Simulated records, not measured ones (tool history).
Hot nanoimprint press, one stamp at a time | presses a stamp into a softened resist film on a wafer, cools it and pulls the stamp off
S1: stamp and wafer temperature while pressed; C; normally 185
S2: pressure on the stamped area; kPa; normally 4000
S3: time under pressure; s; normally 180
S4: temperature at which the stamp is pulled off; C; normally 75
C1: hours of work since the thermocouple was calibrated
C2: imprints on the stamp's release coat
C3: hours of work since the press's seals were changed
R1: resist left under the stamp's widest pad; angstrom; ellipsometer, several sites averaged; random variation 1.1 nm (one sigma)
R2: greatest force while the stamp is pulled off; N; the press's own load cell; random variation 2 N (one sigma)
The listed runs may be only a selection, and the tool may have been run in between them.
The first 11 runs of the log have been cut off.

| run | day | S1 | S2 | S3 | S4 | C1 | C2 | C3 | R1 | R2 |
|---|---|---|---|---|---|---|---|---|---|---|
| 12 | 4.546 | 185 | 4000 | 180 | 81 | 432 | 575 | 337 | 1838 | 228 |
| 13 | 4.846 | 185 | 4000 | 180 | 81 | 437 | 594 | 341 | 1805 | 227 |
| 14 | 5.238 | 185 | 4000 | 180 | 81 | 442 | 619 | 347 | 1861 | 223 |
| 15 | 5.746 | 176 | 4000 | 180 | 75 | 450 | 651 | 354 | 2272 | 240 |
| 16 | 6.171 | 176 | 4000 | 180 | 75 | 456 | 677 | 360 | 2246 | 240 |
| 17 | 6.738 | 176 | 4000 | 180 | 69 | 464 | 713 | 368 | 2302 | 249 |
| 18 | 6.975 | 185 | 4000 | 342 | 75 | 467 | 728 | 372 | 1539 | 241 |
| 19 | 7.362 | 185 | 4000 | 342 | 75 | 473 | 752 | 377 | 1515 | 241 |
| 20 | 7.721 | 189 | 4000 | 154 | 76 | 478 | 775 | 382 | 1734 | 239 |
| 21 | 7.996 | 189 | 4000 | 154 | 60 | 482 | 792 | 386 | 1712 | 271 |
| 22 | 8.288 | 189 | 3440 | 154 | 60 | 486 | 810 | 391 | 1882 | 274 |
| 23 | 8.792 | 189 | 3440 | 154 | 60 | 493 | 842 | 398 | 1854 | 275 |
| 24 | 9.346 | 176 | 6050 | 111 | 66 | 501 | 877 | 406 | 2175 | 265 |
| 25 | 9.575 | 188 | 4200 | 106 | 77 | 505 | 891 | 409 | 1923 | 240 |
| 26 | 10.012 | 188 | 4200 | 106 | 77 | 511 | 918 | 415 | 1931 | 243 |
| 27 | 10.258 | 188 | 4200 | 106 | 77 | 515 | 934 | 419 | 1918 | 241 |
| 28 | 10.508 | 188 | 4200 | 106 | 77 | 518 | 950 | 423 | 1921 | 239 |
| 29 | 10.792 | 188 | 4200 | 106 | 77 | 522 | 968 | 427 | 1939 | 243 |
| 30 | 11.229 | 190 | 4000 | 165 | 75 | 529 | 995 | 433 | 1660 | 242 |
| 31 | 11.508 | 180 | 4000 | 194 | 75 | 533 | 1012 | 437 | 2051 | 253 |

Here are 3 independent what-if runs from the current tool condition. What would each one return?
| A | 11.842 | 190 | 4030 | 180 | 83 | 538 | 1033 | 442 | ? | ? |
| B | 11.842 | 196 | 4000 | 296 | 76 | 538 | 1033 | 442 | ? | ? |
| C | 11.842 | 195 | 4020 | 232 | 75 | 538 | 1033 | 442 | ? | ? |

| run | R1 | R2 |
|---|---|---|
| A | 1635 | 226 |
| B | 1170 | 239 |
| C | 1306 | 250 |
Without the tool's unlogged condition, the same runs would have read:
| run | R1 | R2 |
|---|---|---|
| A | 1519 | 208 |
| B | 1084 | 220 |
| C | 1210 | 231 |

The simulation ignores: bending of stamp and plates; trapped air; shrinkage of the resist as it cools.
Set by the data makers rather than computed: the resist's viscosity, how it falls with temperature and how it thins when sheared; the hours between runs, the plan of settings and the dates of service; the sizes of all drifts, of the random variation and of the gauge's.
